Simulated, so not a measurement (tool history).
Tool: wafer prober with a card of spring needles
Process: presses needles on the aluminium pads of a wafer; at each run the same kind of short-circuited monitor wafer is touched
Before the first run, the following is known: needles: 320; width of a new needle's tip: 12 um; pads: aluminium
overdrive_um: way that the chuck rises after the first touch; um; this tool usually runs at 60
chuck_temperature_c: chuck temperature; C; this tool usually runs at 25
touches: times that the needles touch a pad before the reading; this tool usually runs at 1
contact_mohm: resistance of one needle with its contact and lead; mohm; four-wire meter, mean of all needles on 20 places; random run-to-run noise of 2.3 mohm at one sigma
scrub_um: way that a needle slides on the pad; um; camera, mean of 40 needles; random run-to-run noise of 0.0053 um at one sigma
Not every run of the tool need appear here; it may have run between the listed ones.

| run | day | overdrive_um | chuck_temperature_c | touches | contact_mohm | scrub_um |
|---|---|---|---|---|---|---|
| 1 | 0 | 60 | 25 | 1 | 308 | 11.358 |
|  | 0.412 | tips cleaned on abrasive film |
| 2 | 1.188 | 60 | 25 | 1 | 345 | 11.356 |
|  | 1.358 | tips cleaned on abrasive film |
|  | 2.321 | tips cleaned on abrasive film |
| 3 | 3.154 | 60 | 25 | 1 | 328 | 11.34 |
|  | 3.275 | tips cleaned on abrasive film |
|  | 4.242 | tips cleaned on abrasive film |
| 4 | 4.379 | 60 | 25 | 1 | 286 | 11.311 |
|  | 5.204 | tips cleaned on abrasive film |
|  | 6.183 | tips cleaned on abrasive film |
| 5 | 6.367 | 60 | 25 | 1 | 290 | 11.288 |
|  | 6.712 | height of the first contact set anew |
|  | 7.088 | tips cleaned on abrasive film |
|  | 8.062 | tips cleaned on abrasive film |
| 6 | 8.062 | 60 | 25 | 1 | 268 | 11.373 |
|  | 9.029 | tips cleaned on abrasive film |
|  | 10.038 | tips cleaned on abrasive film |
| 7 | 10.483 | 70 | 25 | 1 | 292 | 13.262 |
|  | 10.925 | tips cleaned on abrasive film |
| 8 | 11.617 | 70 | 25 | 1 | 307 | 13.255 |
|  | 12 | tips cleaned on abrasive film |
|  | 12.967 | tips cleaned on abrasive film, once more |
|  | 13.892 | tips cleaned on abrasive film |
| 9 | 13.892 | 70 | 25 | 1 | 269 | 13.22 |
|  | 14.8 | tips cleaned on abrasive film |
| 10 | 15.021 | 60 | 25 | 2 | 278 | 11.318 |
|  | 15.833 | tips cleaned on abrasive film |
| 11 | 16.662 | 60 | 29 | 1 | 328 | 11.306 |
|  | 16.771 | tips cleaned on abrasive film |
|  | 17.504 | height of the first contact set anew |
|  | 17.708 | tips cleaned on abrasive film |
| 12 | 18.092 | 60 | 29 | 1 | 311 | 11.382 |
|  | 18.771 | tips cleaned on abrasive film |
|  | 19.7 | tips cleaned on abrasive film |
| 13 | 20.146 | 60 | 33 | 1 | 313 | 11.364 |
|  | 20.708 | tips cleaned on abrasive film |
|  | 21.667 | tips cleaned on abrasive film |
| 14 | 21.954 | 60 | 25 | 1 | 299 | 11.347 |
|  | 22.704 | tips cleaned on abrasive film |
| 15 | 23.388 | 60 | 25 | 1 | 317 | 11.334 |
|  | 23.738 | tips cleaned on abrasive film |
|  | 24.675 | tips cleaned on abrasive film |
| 16 | 24.675 | 73 | 25 | 3 | 265 | 13.788 |
|  | 25.617 | tips cleaned on abrasive film |
|  | 26.633 | tips cleaned on abrasive film |
| 17 | 27.004 | 71 | 25 | 1 | 295 | 13.382 |
|  | 27.538 | tips cleaned on abrasive film |
|  | 28.271 | height of the first contact set anew |
| 18 | 28.392 | 60 | 56 | 1 | 335 | 11.392 |
|  | 28.579 | tips cleaned on abrasive film |
|  | 29.517 | tips cleaned on abrasive film |
| 19 | 29.921 | 62 | 25 | 3 | 282 | 11.769 |
|  | 30.425 | tips cleaned on abrasive film |
|  | 31.317 | tips cleaned on abrasive film |
| 20 | 32.112 | 57 | 100 | 2 | 320 | 10.787 |
|  | 32.296 | tips cleaned on abrasive film |
|  | 33.308 | tips cleaned on abrasive film |
|  | 34.325 | tips cleaned on abrasive film |
| 21 | 34.442 | 57 | 111 | 2 | 299 | 10.763 |
|  | 35.238 | tips cleaned on abrasive film |
|  | 36.138 | tips cleaned on abrasive film |
| 22 | 36.138 | 53 | 117 | 1 | 301 | 9.98 |
|  | 37.067 | tips cleaned on abrasive film |
| 23 | 37.512 | 53 | 112 | 2 | 321 | 9.965 |
|  | 37.958 | tips cleaned on abrasive film |
|  | 38.971 | tips cleaned on abrasive film |
|  | 38.983 | height of the first contact set anew |
| 24 | 38.988 | 53 | 112 | 2 | 302 | 10.063 |
|  | 39.979 | tips cleaned on abrasive film |
|  | 40.883 | tips cleaned on abrasive film |
| 25 | 41.004 | 71 | 60 | 3 | 279 | 13.474 |
|  | 41.896 | tips cleaned on abrasive film |
|  | 42.833 | tips cleaned on abrasive film |
| 26 | 42.833 | 58 | 25 | 3 | 267 | 10.978 |
|  | 43.808 | tips cleaned on abrasive film |
| 27 | 44.221 | 41 | 32 | 3 | 306 | 7.75 |
|  | 44.729 | tips cleaned on abrasive film |
|  | 45.654 | tips cleaned on abrasive film |
|  | 46.621 | tips cleaned on abrasive film |
| 28 | 46.638 | 41 | 75 | 1 | 295 | 7.713 |

Below are 3 alternative next runs, each starting from the tool's condition after run 28. Predict each:
|  | 47.508 | tips cleaned on abrasive film |
| A | 47.912 | 60 | 94 | 2 | ? | ? |
|  | 47.508 | tips cleaned on abrasive film |
| B | 47.912 | 56 | 113 | 2 | ? | ? |
|  | 47.508 | tips cleaned on abrasive film |
| C | 47.912 | 60 | 68 | 1 | ? | ? |

| run | contact_mohm | scrub_um |
|---|---|---|
| A | 308 | 11.307 |
| B | 320 | 10.551 |
| C | 315 | 11.317 |
With no hidden state in the tool, these same runs would have given:
| run | contact_mohm | scrub_um |
|---|---|---|
| A | 285 | 11.395 |
| B | 295 | 10.638 |
| C | 277 | 11.405 |
